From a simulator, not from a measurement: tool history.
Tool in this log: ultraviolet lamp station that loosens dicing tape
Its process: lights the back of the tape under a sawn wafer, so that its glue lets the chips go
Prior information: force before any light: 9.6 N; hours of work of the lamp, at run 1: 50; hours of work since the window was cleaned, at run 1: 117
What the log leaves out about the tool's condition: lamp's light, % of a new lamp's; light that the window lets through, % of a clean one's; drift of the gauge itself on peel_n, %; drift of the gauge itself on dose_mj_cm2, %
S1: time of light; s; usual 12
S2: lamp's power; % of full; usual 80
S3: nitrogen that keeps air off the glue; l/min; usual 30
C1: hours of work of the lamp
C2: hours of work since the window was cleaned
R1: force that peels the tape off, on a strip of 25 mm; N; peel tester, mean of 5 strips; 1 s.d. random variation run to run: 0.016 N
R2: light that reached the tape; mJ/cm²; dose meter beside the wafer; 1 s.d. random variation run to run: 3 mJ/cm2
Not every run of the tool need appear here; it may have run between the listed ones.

run,hour,S1,S2,S3,C1,C2,R1,R2
1,0,12,80,30,50,117,0.831,438
2,34,12,80,30,69,136,0.81,435
3,82.9,12,80,30,97,164,0.851,424
4,111.9,12,80,30,114,181,0.867,424
5,146.1,12,80,30,133,200,0.897,421
6,179.4,12,80,30,152,219,0.878,419
7,233.7,12,80,30,183,250,0.938,415
8,260,12,80,30,198,265,0.912,411
9,322.6,12,80,30,234,301,0.941,404
10,361.3,12,80,18,256,323,1.463,406
11,395.3,12,80,30,275,342,1,400
12,455.5,12,80,30,310,377,1.021,394
13,489.9,12,80,30,329,396,1.068,390
14,530.9,19,84,53,353,420,0.236,642
15,581.2,17,95,53,381,448,0.228,647
16,624,17,95,53,406,473,0.243,637
17,653.6,15,87,17,423,490,0.983,517
18,679.2,15,87,17,437,504,1.008,512
19,732.9,12,95,30,468,535,0.802,442
20,761.8,12,80,47,484,551,0.799,370
21,788.6,12,80,47,500,567,0.841,361
22,832.6,12,80,47,525,592,0.874,361
# hour 836.8: window cleaned of glue's vapour
23,865.3,12,80,47,543,16,0.698,405
24,926.6,12,80,47,578,51,0.717,397
25,963.9,9,77,43,599,72,1.437,286
26,997.6,7,80,30,619,92,2.588,230

Measured minus without-hidden-state, run by run (identical run-to-run variation in each term; gauge scatter may differ):
run,R1,R2
1,+0.076,-20
2,+0.087,-23
3,+0.107,-28
4,+0.119,-29
5,+0.136,-33
6,+0.144,-36
7,+0.172,-41
8,+0.177,-44
9,+0.206,-50
10,+0.297,-54
11,+0.246,-55
12,+0.269,-61
13,+0.294,-65
14,+0.043,-113
15,+0.045,-123
16,+0.05,-127
17,+0.327,-106
18,+0.345,-110
19,+0.3,-102
20,+0.305,-89
21,+0.328,-90
22,+0.351,-94
23,+0.164,-51
24,+0.185,-56
25,+0.336,-43
26,+0.485,-37

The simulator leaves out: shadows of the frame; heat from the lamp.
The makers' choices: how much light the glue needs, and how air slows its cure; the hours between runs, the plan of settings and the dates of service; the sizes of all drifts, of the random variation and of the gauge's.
